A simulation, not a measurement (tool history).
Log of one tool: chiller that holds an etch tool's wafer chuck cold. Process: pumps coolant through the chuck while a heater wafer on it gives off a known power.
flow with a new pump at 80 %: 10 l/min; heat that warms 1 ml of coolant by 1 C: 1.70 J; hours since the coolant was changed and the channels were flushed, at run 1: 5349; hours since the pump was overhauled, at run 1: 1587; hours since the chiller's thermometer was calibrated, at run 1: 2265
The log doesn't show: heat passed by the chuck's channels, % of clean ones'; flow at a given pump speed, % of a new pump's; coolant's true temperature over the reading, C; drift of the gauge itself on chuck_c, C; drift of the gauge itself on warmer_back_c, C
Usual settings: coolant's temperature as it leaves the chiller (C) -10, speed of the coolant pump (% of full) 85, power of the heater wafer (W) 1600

run,hour,coolant's temperature as it leaves the chiller (C),speed of the coolant pump (% of full),power of the heater wafer (W),hours since the coolant was changed and the channels were flushed,hours since the pump was overhauled,hours since the chiller's thermometer was calibrated,chuck's temperature once it has settled (C),how much warmer the coolant comes back (C)
1,0,-10,85,1600,5349,1587,2265,3.5,5.34
2,84.9,-10,85,1600,5434,1672,2350,3.4,5.29
3,140.4,-10,85,1600,5490,1727,2406,3.2,5.32
# hour 173.1: coolant changed, channels flushed
4,244.7,-10,85,2259,72,1825,2504,8.7,7.54
5,325.3,-10,85,2259,152,1906,2585,8.7,7.56
6,396.9,-10,85,1118,224,1978,2656,-0.7,3.73
7,519.5,-10,85,1600,346,2100,2779,3.2,5.32
8,598.9,-10,85,1600,426,2180,2858,3.3,5.28
# hour 626.3: chiller's thermometer calibrated
9,726.3,-10,85,1600,552,2306,100,3.1,5.39
10,825.4,-7,85,1600,651,2405,199,6.3,5.33
11,922.5,-7,85,1600,748,2502,296,6.2,5.33
12,1015.6,-7,85,1663,842,2595,389,7,5.6
13,1071.3,-8,85,1600,897,2651,445,5.1,5.37
14,1148.9,-8,85,1600,975,2729,523,5.4,5.41
15,1214.2,-8,85,1600,1040,2794,588,5.2,5.42
16,1302.1,-8,85,1600,1128,2882,676,5.1,5.39
17,1422.5,-8,85,1600,1248,3002,796,5.2,5.41
18,1531,-8,85,1600,1357,3111,905,5.2,5.39
19,1621.6,-8,85,1600,1448,3201,995,5.2,5.5
20,1726.6,-8,85,1600,1552,3306,1100,5.1,5.35
21,1800.7,0,82,2132,1627,3380,1174,17.9,7.47
22,1881.9,-7,82,802,1708,3462,1256,-0.2,2.92
23,1982.9,-7,82,802,1809,3563,1357,-0.3,2.89
24,2034.4,-6,67,2354,1860,3614,1408,16.4,10.18
25,2137.9,-10,85,1687,1964,3718,1512,4.2,5.74
26,2232.1,-10,75,1977,2058,3812,1606,7.7,7.7
27,2356.8,-10,91,2201,2183,3937,1731,7.7,6.96
28,2471,-18,78,933,2297,4051,1845,-9.8,3.53
29,2540.2,-17,73,2304,2366,4120,1914,3.9,9.12
30,2603,-4,68,802,2429,4183,1977,3.6,3.62
31,2670.9,-10,85,1547,2497,4251,2045,2.8,5.28
32,2789.2,-10,85,1547,2615,4369,2163,2.8,5.26
33,2883.3,-10,80,1669,2709,4463,2257,4.3,6.07

Measured less the same run without the tool's hidden state. The same run-to-run variation is in both; the gauge's scatter may not be:
run,how much warmer the coolant comes back (C)
1,+0
2,+0
3,+0.02
4,+0.02
5,+0.03
6,+0.03
7,+0.04
8,+0.04
9,+0.06
10,+0.06
11,+0.07
12,+0.07
13,+0.08
14,+0.09
15,+0.09
16,+0.1
17,+0.1
18,+0.11
19,+0.12
20,+0.13
21,+0.14
22,+0.14
23,+0.14
24,+0.15
25,+0.16
26,+0.17
27,+0.18
28,+0.18
29,+0.19
30,+0.19
31,+0.19
32,+0.21
33,+0.22
chuck's temperature once it has settled (C): within 0.1 of the measured result in every run.

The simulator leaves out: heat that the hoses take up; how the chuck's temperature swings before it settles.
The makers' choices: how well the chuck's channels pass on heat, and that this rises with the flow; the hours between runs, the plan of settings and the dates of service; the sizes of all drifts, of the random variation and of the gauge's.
